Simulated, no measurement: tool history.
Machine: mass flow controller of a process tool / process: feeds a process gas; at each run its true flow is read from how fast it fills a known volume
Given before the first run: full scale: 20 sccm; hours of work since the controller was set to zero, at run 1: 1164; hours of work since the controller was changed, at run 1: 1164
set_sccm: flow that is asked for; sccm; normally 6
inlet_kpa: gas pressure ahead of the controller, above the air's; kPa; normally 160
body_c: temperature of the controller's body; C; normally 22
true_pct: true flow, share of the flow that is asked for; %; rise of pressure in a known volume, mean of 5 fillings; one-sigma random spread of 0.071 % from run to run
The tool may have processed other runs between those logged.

run,hour,set_sccm,inlet_kpa,body_c,hours of work since the controller was set to zero,hours of work since the controller was changed,true_pct
1,0.0,6,160,22,1164,1164,99.50
2,111.3,6,160,22,1209,1209,99.72
3,171.0,6,160,35,1234,1234,99.26
4,268.4,6,234,22,1274,1274,99.23
5,337.7,6,160,22,1303,1303,99.72
6,415.0,9,160,22,1335,1335,99.94
7,510.4,9,160,22,1374,1374,99.85
8,597.1,9,160,22,1410,1410,99.79
9,686.3,6,160,39,1446,1446,99.16
10,787.2,6,146,30,1488,1488,99.63
11,894.0,2,249,27,1532,1532,98.78
12,956.4,2,249,27,1558,1558,98.86
13,1003.8,6,225,26,1577,1577,99.11
14,1114.4,6,225,26,1623,1623,99.23
15,1186.8,6,213,22,1653,1653,99.35

What if the next run were any one of these 3? Each begins from the tool's condition after run 15:
A,1261.1,4,250,22,1683,1683,?
B,1261.1,4,246,22,1683,1683,?
C,1261.1,10,213,22,1683,1683,?

run,true_pct
A,99.03
B,98.96
C,99.61
Had the tool no hidden state, the same runs would have come out as:
run,true_pct
A,99.03
B,98.95
C,99.61

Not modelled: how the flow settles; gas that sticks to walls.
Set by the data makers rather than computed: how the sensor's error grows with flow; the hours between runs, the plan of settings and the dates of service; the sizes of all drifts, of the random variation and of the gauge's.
